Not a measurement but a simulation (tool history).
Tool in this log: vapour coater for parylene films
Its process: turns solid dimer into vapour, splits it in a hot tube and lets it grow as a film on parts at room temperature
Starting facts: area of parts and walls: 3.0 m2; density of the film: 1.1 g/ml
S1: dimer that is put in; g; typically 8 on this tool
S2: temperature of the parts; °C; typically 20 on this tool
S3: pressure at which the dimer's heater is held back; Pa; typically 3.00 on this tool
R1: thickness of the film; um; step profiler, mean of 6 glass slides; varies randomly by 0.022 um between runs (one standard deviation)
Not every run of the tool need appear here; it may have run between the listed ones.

Run 1, hour 0.0: usual settings. Result: R1 1.94 um.
Run 2, hour 21.0: usual settings. Result: R1 1.90 um.
Run 3, hour 37.1: usual settings. Result: R1 1.89 um.
Run 4, hour 59.3: usual settings. Result: R1 1.87 um.
Run 5, hour 80.3: usual settings. Result: R1 1.93 um.
Run 6, hour 94.8: usual settings but S1 4 g. Result: R1 0.94 um.
Run 7, hour 116.5: usual settings but S1 4 g, S2 21 °C. Result: R1 0.89 um.
Run 8, hour 136.2: usual settings but S3 9.83 Pa. Result: R1 1.44 um.
Run 9, hour 153.5: usual settings but S3 9.83 Pa. Result: R1 1.47 um.
Run 10, hour 166.8: usual settings but S3 9.83 Pa. Result: R1 1.49 um.
Run 11, hour 186.3: usual settings but S3 9.83 Pa. Result: R1 1.45 um.
Run 12, hour 198.6: usual settings. Result: R1 1.86 um.
Run 13, hour 214.5: usual settings but S2 13 °C. Result: R1 2.20 um.
Run 14, hour 234.1: usual settings. Result: R1 1.89 um.
Run 15, hour 255.0: usual settings but S1 4 g. Result: R1 0.94 um.
Run 16, hour 273.3: usual settings but S1 4 g. Result: R1 0.95 um.
Run 17, hour 288.5: usual settings. Result: R1 1.88 um.
Run 18, hour 303.0: usual settings. Result: R1 1.86 um.
Run 19, hour 312.4: usual settings. Result: R1 1.90 um.
Run 20, hour 324.1: usual settings. Result: R1 1.87 um.
Run 21, hour 343.4: usual settings. Result: R1 1.88 um.
Run 22, hour 365.1: usual settings but S1 13 g, S2 23 °C, S3 4.37 Pa. Result: R1 2.58 um.
Run 23, hour 376.9: usual settings but S2 27 °C, S3 4.99 Pa. Result: R1 1.39 um.
Run 24, hour 389.5: usual settings. Result: R1 1.84 um.
Run 25, hour 405.8: usual settings but S1 4 g, S2 15 °C, S3 6.28 Pa. Result: R1 0.89 um.
Run 26, hour 426.9: usual settings but S1 6 g, S2 15 °C, S3 6.28 Pa. Result: R1 1.38 um.
At hour 441.1: trap's valve overhauled.
Run 27, hour 445.3: usual settings but S1 4 g, S2 18 °C, S3 4.30 Pa. Result: R1 0.99 um.
Run 28, hour 460.1: usual settings but S1 4 g, S2 30 °C, S3 7.02 Pa. Result: R1 0.64 um.
Run 29, hour 478.6: usual settings but S1 5 g, S2 14 °C, S3 2.92 Pa. Result: R1 1.49 um.
Run 30, hour 493.6: usual settings but S1 5 g, S3 4.41 Pa. Result: R1 1.16 um.
Run 31, hour 511.1: usual settings but S1 3 g, S2 21 °C, S3 2.68 Pa. Result: R1 0.80 um.
Run 32, hour 527.1: usual settings but S1 12 g, S2 16 °C, S3 3.59 Pa. Result: R1 3.29 um.
Run 33, hour 549.3: usual settings but S1 5 g, S2 13 °C, S3 3.37 Pa. Result: R1 1.45 um.
Run 34, hour 564.0: usual settings but S1 5 g. Result: R1 1.28 um.
Run 35, hour 582.7: usual settings but S1 5 g. Result: R1 1.31 um.
Run 36, hour 595.2: usual settings but S1 5 g. Result: R1 1.24 um.
Run 37, hour 612.0: usual settings but S1 11 g, S2 29 °C, S3 2.47 Pa. Result: R1 2.29 um.
Run 38, hour 627.1: usual settings but S1 11 g, S2 29 °C, S3 2.47 Pa. Result: R1 2.34 um.
Run 39, hour 645.6: usual settings but S1 10 g, S2 21 °C, S3 11.15 Pa. Result: R1 1.84 um.

Per-run results on a tool with no hidden state, each run keeping its own random variation:
The tool's hidden condition here consists of: vapour lost through the trap's worn valve, %; true temperature of the parts over the reading, C; drift of the gauge itself on film_um, %.
run    R1
  1  2.07
  2  2.03
  3  2.02
  4  2.00
  5  2.07
  6  1.01
  7  0.96
  8  1.55
  9  1.59
 10  1.61
 11  1.57
 12  2.02
 13  2.40
 14  2.06
 15  1.03
 16  1.03
 17  2.05
 18  2.04
 19  2.08
 20  2.05
 21  2.07
 22  2.84
 23  1.53
 24  2.03
 25  0.99
 26  1.53
 27  0.98
 28  0.64
 29  1.49
 30  1.16
 31  0.80
 32  3.29
 33  1.47
 34  1.29
 35  1.31
 36  1.25
 37  2.30
 38  2.36
 39  1.86
